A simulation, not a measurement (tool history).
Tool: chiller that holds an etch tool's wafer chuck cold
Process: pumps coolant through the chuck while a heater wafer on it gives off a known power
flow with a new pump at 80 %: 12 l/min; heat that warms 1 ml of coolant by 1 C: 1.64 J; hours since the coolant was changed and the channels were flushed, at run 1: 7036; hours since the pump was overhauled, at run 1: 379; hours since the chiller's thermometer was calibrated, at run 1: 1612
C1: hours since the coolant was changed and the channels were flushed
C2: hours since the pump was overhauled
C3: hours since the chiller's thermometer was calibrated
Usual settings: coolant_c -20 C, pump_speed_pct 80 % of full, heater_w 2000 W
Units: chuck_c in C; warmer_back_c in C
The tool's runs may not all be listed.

{"run": 1, "hour": 0.0, "coolant_c": -20, "pump_speed_pct": 80, "heater_w": 2000, "C1": 7036, "C2": 379, "C3": 1612, "chuck_c": -1.6, "warmer_back_c": 6.06}
{"run": 2, "hour": 16.5, "coolant_c": -20, "pump_speed_pct": 79, "heater_w": 2000, "C1": 7052, "C2": 395, "C3": 1628, "chuck_c": -1.2, "warmer_back_c": 6.22}
{"run": 3, "hour": 35.2, "coolant_c": -20, "pump_speed_pct": 79, "heater_w": 2000, "C1": 7071, "C2": 414, "C3": 1647, "chuck_c": -1.2, "warmer_back_c": 6.25}
{"run": 4, "hour": 63.9, "coolant_c": -20, "pump_speed_pct": 79, "heater_w": 2000, "C1": 7100, "C2": 443, "C3": 1676, "chuck_c": -1.2, "warmer_back_c": 6.22}
{"run": 5, "hour": 87.4, "coolant_c": -20, "pump_speed_pct": 79, "heater_w": 2000, "C1": 7123, "C2": 466, "C3": 1699, "chuck_c": -1.3, "warmer_back_c": 6.14}
{"run": 6, "hour": 118.8, "coolant_c": -20, "pump_speed_pct": 80, "heater_w": 2367, "C1": 7154, "C2": 498, "C3": 1731, "chuck_c": 2.2, "warmer_back_c": 7.27}
{"run": 7, "hour": 141.6, "coolant_c": -20, "pump_speed_pct": 80, "heater_w": 2367, "C1": 7177, "C2": 521, "C3": 1753, "chuck_c": 2.1, "warmer_back_c": 7.2}
{"run": 8, "hour": 172.2, "coolant_c": -19, "pump_speed_pct": 80, "heater_w": 2000, "C1": 7208, "C2": 551, "C3": 1784, "chuck_c": -0.3, "warmer_back_c": 6.1}
{"run": 9, "hour": 188.6, "coolant_c": -19, "pump_speed_pct": 80, "heater_w": 2000, "C1": 7224, "C2": 568, "C3": 1800, "chuck_c": -0.3, "warmer_back_c": 6.06}
{"run": 10, "hour": 210.4, "coolant_c": -19, "pump_speed_pct": 80, "heater_w": 2000, "C1": 7246, "C2": 589, "C3": 1822, "chuck_c": -0.5, "warmer_back_c": 6.13}
{"run": 11, "hour": 234.9, "coolant_c": -19, "pump_speed_pct": 80, "heater_w": 2000, "C1": 7271, "C2": 614, "C3": 1847, "chuck_c": -0.3, "warmer_back_c": 6.08}
{"run": 12, "hour": 249.7, "coolant_c": -19, "pump_speed_pct": 80, "heater_w": 2000, "C1": 7285, "C2": 629, "C3": 1862, "chuck_c": -0.3, "warmer_back_c": 6.12}
{"run": 13, "hour": 273.0, "coolant_c": -24, "pump_speed_pct": 80, "heater_w": 2000, "C1": 7309, "C2": 652, "C3": 1885, "chuck_c": -5.3, "warmer_back_c": 6.11}
{"run": 14, "hour": 301.0, "coolant_c": -24, "pump_speed_pct": 80, "heater_w": 2000, "C1": 7337, "C2": 680, "C3": 1913, "chuck_c": -5.2, "warmer_back_c": 6.11}
{"run": 15, "hour": 319.3, "coolant_c": -24, "pump_speed_pct": 80, "heater_w": 2000, "C1": 7355, "C2": 698, "C3": 1931, "chuck_c": -5.2, "warmer_back_c": 6.11}
{"run": 16, "hour": 350.6, "coolant_c": -24, "pump_speed_pct": 80, "heater_w": 2000, "C1": 7386, "C2": 730, "C3": 1962, "chuck_c": -5.4, "warmer_back_c": 6.2}
{"run": 17, "hour": 373.9, "coolant_c": -24, "pump_speed_pct": 80, "heater_w": 2000, "C1": 7410, "C2": 753, "C3": 1986, "chuck_c": -5.4, "warmer_back_c": 6.12}
{"run": 18, "hour": 406.9, "coolant_c": -26, "pump_speed_pct": 64, "heater_w": 1156, "C1": 7443, "C2": 786, "C3": 2019, "chuck_c": -13.2, "warmer_back_c": 4.46}
{"run": 19, "hour": 439.1, "coolant_c": -15, "pump_speed_pct": 63, "heater_w": 2389, "C1": 7475, "C2": 818, "C3": 2051, "chuck_c": 11.8, "warmer_back_c": 9.44}
{"run": 20, "hour": 456.9, "coolant_c": -15, "pump_speed_pct": 63, "heater_w": 1031, "C1": 7493, "C2": 836, "C3": 2069, "chuck_c": -3.3, "warmer_back_c": 4.07}
{"run": 21, "hour": 481.4, "coolant_c": -25, "pump_speed_pct": 63, "heater_w": 2266, "C1": 7517, "C2": 860, "C3": 2093, "chuck_c": 0.2, "warmer_back_c": 8.96}
{"run": 22, "hour": 500.9, "coolant_c": -25, "pump_speed_pct": 63, "heater_w": 2266, "C1": 7537, "C2": 880, "C3": 2113, "chuck_c": 0.3, "warmer_back_c": 8.9}
{"run": 23, "hour": 530.3, "coolant_c": -20, "pump_speed_pct": 63, "heater_w": 1086, "C1": 7566, "C2": 909, "C3": 2142, "chuck_c": -7.5, "warmer_back_c": 4.3}
{"run": 24, "hour": 549.9, "coolant_c": -27, "pump_speed_pct": 62, "heater_w": 2000, "C1": 7586, "C2": 929, "C3": 2162, "chuck_c": -4.2, "warmer_back_c": 8.06}
{"run": 25, "hour": 579.0, "coolant_c": -20, "pump_speed_pct": 69, "heater_w": 2000, "C1": 7615, "C2": 958, "C3": 2191, "chuck_c": 1, "warmer_back_c": 7.17}
{"run": 26, "hour": 607.5, "coolant_c": -18, "pump_speed_pct": 94, "heater_w": 1211, "C1": 7643, "C2": 987, "C3": 2219, "chuck_c": -7.8, "warmer_back_c": 3.1}
{"run": 27, "hour": 624.0, "coolant_c": -25, "pump_speed_pct": 79, "heater_w": 2000, "C1": 7660, "C2": 1003, "C3": 2236, "chuck_c": -6, "warmer_back_c": 6.28}
{"run": 28, "hour": 642.7, "coolant_c": -25, "pump_speed_pct": 75, "heater_w": 2000, "C1": 7678, "C2": 1022, "C3": 2255, "chuck_c": -5.1, "warmer_back_c": 6.6}
{"run": 29, "hour": 668.4, "coolant_c": -25, "pump_speed_pct": 75, "heater_w": 2000, "C1": 7704, "C2": 1047, "C3": 2280, "chuck_c": -5.1, "warmer_back_c": 6.52}
{"run": 30, "hour": 695.9, "coolant_c": -25, "pump_speed_pct": 75, "heater_w": 2000, "C1": 7732, "C2": 1075, "C3": 2308, "chuck_c": -5, "warmer_back_c": 6.58}
{"run": 31, "hour": 716.8, "coolant_c": -27, "pump_speed_pct": 80, "heater_w": 2339, "C1": 7753, "C2": 1096, "C3": 2329, "chuck_c": -4.8, "warmer_back_c": 7.18}
{"run": 32, "hour": 747.0, "coolant_c": -27, "pump_speed_pct": 80, "heater_w": 2339, "C1": 7783, "C2": 1126, "C3": 2359, "chuck_c": -4.9, "warmer_back_c": 7.15}
{"run": 33, "hour": 772.2, "coolant_c": -18, "pump_speed_pct": 80, "heater_w": 1735, "C1": 7808, "C2": 1151, "C3": 2384, "chuck_c": -1.4, "warmer_back_c": 5.32}

Forecast each of these 3 alternatives for the next run:
{"run": "A", "hour": 792.9, "coolant_c": -23, "pump_speed_pct": 90, "heater_w": 1735, "C1": 7829, "C2": 1172, "C3": 2405, "chuck_c": "?", "warmer_back_c": "?"}
{"run": "B", "hour": 792.9, "coolant_c": -16, "pump_speed_pct": 61, "heater_w": 1278, "C1": 7829, "C2": 1172, "C3": 2405, "chuck_c": "?", "warmer_back_c": "?"}
{"run": "C", "hour": 792.9, "coolant_c": -18, "pump_speed_pct": 80, "heater_w": 2801, "C1": 7829, "C2": 1172, "C3": 2405, "chuck_c": "?", "warmer_back_c": "?"}

run=A chuck_c=-7.8 warmer_back_c=4.66
run=B chuck_c=-1.4 warmer_back_c=5.26
run=C chuck_c=8.5 warmer_back_c=8.64
Without the tool's hidden state the same runs would have given:
run=A chuck_c=-9.6 warmer_back_c=4.62
run=B chuck_c=-3.2 warmer_back_c=5.21
run=C chuck_c=5.5 warmer_back_c=8.57

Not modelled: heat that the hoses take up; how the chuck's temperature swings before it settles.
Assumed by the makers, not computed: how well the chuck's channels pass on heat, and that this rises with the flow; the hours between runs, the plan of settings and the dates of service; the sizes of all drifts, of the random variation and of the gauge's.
